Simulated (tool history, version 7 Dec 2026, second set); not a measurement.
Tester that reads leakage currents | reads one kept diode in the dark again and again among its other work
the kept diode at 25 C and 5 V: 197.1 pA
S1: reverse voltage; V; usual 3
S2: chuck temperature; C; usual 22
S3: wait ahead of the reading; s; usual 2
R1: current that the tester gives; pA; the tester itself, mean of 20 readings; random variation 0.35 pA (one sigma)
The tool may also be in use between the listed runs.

{"run": 1, "day": 0.0, "S1": 3, "S2": 22, "S3": 2, "R1": 115.12}
{"run": 2, "day": 0.892, "S1": 3, "S2": 22, "S3": 7.35, "R1": 114.33}
{"run": 3, "day": 1.988, "S1": 3, "S2": 22, "S3": 7.35, "R1": 114.33}
{"run": 4, "day": 3.296, "S1": 3, "S2": 22, "S3": 7.35, "R1": 114.58}
{"run": 5, "day": 4.212, "S1": 3, "S2": 22, "S3": 7.35, "R1": 114.08}
{"run": 6, "day": 5.462, "S1": 3, "S2": 22, "S3": 7.35, "R1": 114.07}
{"run": 7, "day": 6.733, "S1": 3, "S2": 22, "S3": 7.35, "R1": 114.07}
{"run": 8, "day": 8.1, "S1": 3, "S2": 22, "S3": 7.35, "R1": 114.42}
{"run": 9, "day": 8.942, "S1": 3, "S2": 22, "S3": 7.35, "R1": 113.94}
{"run": 10, "day": 9.962, "S1": 1.55, "S2": 22, "S3": 2, "R1": 81.32}

Forecast run 11:
{"run": 11, "day": 10.867, "S1": 1.55, "S2": 39, "S3": 3.88, "R1": "?"}

R1: 392.43 pA
Without the tool's hidden state the same run would have given R1 401.31 pA.
